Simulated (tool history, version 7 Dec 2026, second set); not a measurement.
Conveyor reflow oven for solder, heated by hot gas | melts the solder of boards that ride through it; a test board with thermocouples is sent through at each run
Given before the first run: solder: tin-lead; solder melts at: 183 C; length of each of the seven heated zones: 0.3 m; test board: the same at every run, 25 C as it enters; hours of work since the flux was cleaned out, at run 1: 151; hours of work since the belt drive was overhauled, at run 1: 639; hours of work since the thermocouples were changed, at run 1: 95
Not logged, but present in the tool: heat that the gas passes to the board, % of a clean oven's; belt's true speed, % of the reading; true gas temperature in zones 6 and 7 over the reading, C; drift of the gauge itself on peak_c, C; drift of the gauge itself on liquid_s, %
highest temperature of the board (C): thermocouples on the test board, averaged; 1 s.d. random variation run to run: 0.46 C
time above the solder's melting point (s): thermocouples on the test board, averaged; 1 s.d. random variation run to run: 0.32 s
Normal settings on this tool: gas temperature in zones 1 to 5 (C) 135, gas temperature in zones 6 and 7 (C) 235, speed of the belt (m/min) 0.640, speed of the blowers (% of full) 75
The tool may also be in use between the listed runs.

run   hour  gas temperature in zones 1 to 5 (C)  gas temperature in zones 6 and 7 (C)  speed of the belt (m/min)  speed of the blowers (% of full)  hours of work since the flux was cleaned out  hours of work since the belt drive was overhauled  hours of work since the thermocouples were changed  highest temperature of the board (C)  time above the solder's melting point (s)
  1    0.0                                  135                                   235                      0.640                                75                                           151                                                639                                                  95                                 216.3                                       41.5
  2    8.3                                  135                                   235                      0.640                                75                                           155                                                642                                                  99                                 216.1                                       41.2
  3   16.1                                  135                                   235                      0.640                                75                                           158                                                646                                                 103                                 215.9                                       41.0
  4   22.3                                  135                                   235                      0.640                                75                                           161                                                648                                                 105                                 217.0                                       40.6
  5   30.6                                  146                                   235                      0.640                                75                                           165                                                652                                                 109                                 217.1                                       45.3
  6   43.0                                  135                                   235                      0.640                                75                                           170                                                657                                                 114                                 216.0                                       41.0
  7   53.0                                  135                                   235                      0.640                                75                                           174                                                662                                                 119                                 215.9                                       41.1
  8   59.0                                  135                                   235                      0.640                                75                                           177                                                664                                                 121                                 216.4                                       40.7
  9   66.9                                  137                                   235                      0.640                                75                                           181                                                668                                                 125                                 217.0                                       41.4
 10   79.5                                  137                                   235                      0.640                                75                                           186                                                673                                                 130                                 216.5                                       41.1
 11   86.7                                  135                                   235                      0.640                                75                                           189                                                676                                                 133                                 215.6                                       41.3
 12   93.9                                  135                                   235                      0.640                                75                                           192                                                680                                                 136                                 215.8                                       40.5
 13  100.6                                  135                                   235                      0.640                                75                                           195                                                682                                                 139                                 215.8                                       40.5
 14  109.9                                  135                                   235                      0.510                                75                                           199                                                687                                                 143                                 222.4                                       57.6
 15  119.0                                  135                                   235                      0.510                                75                                           203                                                690                                                 147                                 223.1                                       56.9
 16  124.8                                  135                                   235                      0.510                                75                                           206                                                693                                                 150                                 222.3                                       57.1
 17  137.3                                  135                                   235                      0.510                                75                                           211                                                698                                                 155                                 222.5                                       57.4
 18  150.8                                  135                                   225                      0.640                                75                                           217                                                704                                                 161                                 206.9                                       35.1
 19  159.4                                  142                                   225                      0.640                                75                                           221                                                708                                                 165                                 208.6                                       37.5
 20  172.3                                  135                                   235                      0.640                                76                                           227                                                714                                                 171                                 216.0                                       40.2
 21  184.6                                  135                                   235                      0.640                                76                                           232                                                719                                                 176                                 216.0                                       40.7
 22  190.7                                  135                                   236                      0.640                                75                                           235                                                722                                                 179                                 216.3                                       41.3
 23  200.6                                  135                                   235                      0.717                                55                                           239                                                726                                                 183                                 207.3                                       29.3
 24  210.7                                  128                                   232                      0.578                                75                                           243                                                730                                                 187                                 215.1                                       43.2
 25  224.3                                  128                                   248                      0.606                                80                                           249                                                736                                                 193                                 228.4                                       48.1
 26  235.9                                  128                                   248                      0.606                                80                                           254                                                741                                                 198                                 228.5                                       47.7
 27  246.5                                  128                                   234                      0.730                                80                                           259                                                746                                                 203                                 209.3                                       30.0
 28  258.3                                  128                                   234                      0.730                                80                                           264                                                751                                                 208                                 208.8                                       29.3
 29  270.7                                  144                                   235                      0.640                                75                                           269                                                757                                                 214                                 217.5                                       44.5
 30  277.6                                  135                                   235                      0.548                                66                                           272                                                760                                                 217                                 218.9                                       50.4
 31  286.5                                  148                                   228                      0.609                                80                                           276                                                764                                                 220                                 214.1                                       45.6

Some steps in highest temperature of the board (C) between neighbouring runs. How much of each would the tool show without its hidden state too (settings, what came in, random variation), and how much is left for the hidden state, with any gauge scatter that isn't in both results?
Run 13 -> 14: speed of the belt (m/min) 0.640 -> 0.510. highest temperature of the board (C) +6.6: hidden state +0.2, all else +6.4.
Run 17 -> 18: gas temperature in zones 6 and 7 (C) 235 -> 225, speed of the belt (m/min) 0.510 -> 0.640. highest temperature of the board (C) -15.6: hidden state -0.2, all else -15.4.
Run 24 -> 25: gas temperature in zones 6 and 7 (C) 232 -> 248, speed of the belt (m/min) 0.578 -> 0.606, speed of the blowers (% of full) 75 -> 80. highest temperature of the board (C) +13.3: hidden state -0.3, all else +13.6.
Run 26 -> 27: gas temperature in zones 6 and 7 (C) 248 -> 234, speed of the belt (m/min) 0.606 -> 0.730. highest temperature of the board (C) -19.2: hidden state -0.1, all else -19.1.
Run 28 -> 29: gas temperature in zones 1 to 5 (C) 128 -> 144, gas temperature in zones 6 and 7 (C) 234 -> 235, speed of the belt (m/min) 0.730 -> 0.640, speed of the blowers (% of full) 80 -> 75. highest temperature of the board (C) +8.7: hidden state +0.5, all else +8.2.
